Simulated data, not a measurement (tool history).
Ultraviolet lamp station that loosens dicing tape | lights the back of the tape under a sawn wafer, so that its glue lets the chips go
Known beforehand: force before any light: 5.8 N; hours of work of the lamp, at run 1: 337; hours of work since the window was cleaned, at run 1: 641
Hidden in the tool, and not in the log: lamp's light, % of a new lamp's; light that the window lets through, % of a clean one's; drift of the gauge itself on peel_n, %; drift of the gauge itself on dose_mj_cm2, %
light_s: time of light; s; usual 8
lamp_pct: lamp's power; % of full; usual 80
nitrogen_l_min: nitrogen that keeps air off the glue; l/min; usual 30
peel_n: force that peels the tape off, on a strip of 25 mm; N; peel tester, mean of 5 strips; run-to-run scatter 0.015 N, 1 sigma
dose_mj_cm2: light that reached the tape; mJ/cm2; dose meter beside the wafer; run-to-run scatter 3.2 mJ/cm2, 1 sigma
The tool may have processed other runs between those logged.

run,day,light_s,lamp_pct,nitrogen_l_min,hours of work of the lamp,hours of work since the window was cleaned,peel_n,dose_mj_cm2
1,0.000,8,80,30,337,641,1.107,382
2,3.183,8,92,30,374,678,0.862,429
# day 3.617: window cleaned of glue's vapour
3,5.808,8,70,30,404,25,1.231,351
4,7.975,8,70,30,429,50,1.296,348
5,10.833,8,90,30,462,83,0.833,435
6,12.929,8,66,30,486,108,1.413,314
7,15.192,5,80,30,512,134,1.999,229
8,17.692,8,80,30,541,163,1.163,361
9,20.746,8,60,24,577,198,1.930,267

Run 10 is up next; what results do you expect?
10,23.967,5,86,17,614,235,?,?

{"run 10": {"peel_n": 2.431, "dose_mj_cm2": 234}}
With the hidden condition absent and the run-to-run variation left alone, this run would have shown peel_n 1.733 N, dose_mj_cm2 329 mJ/cm2.
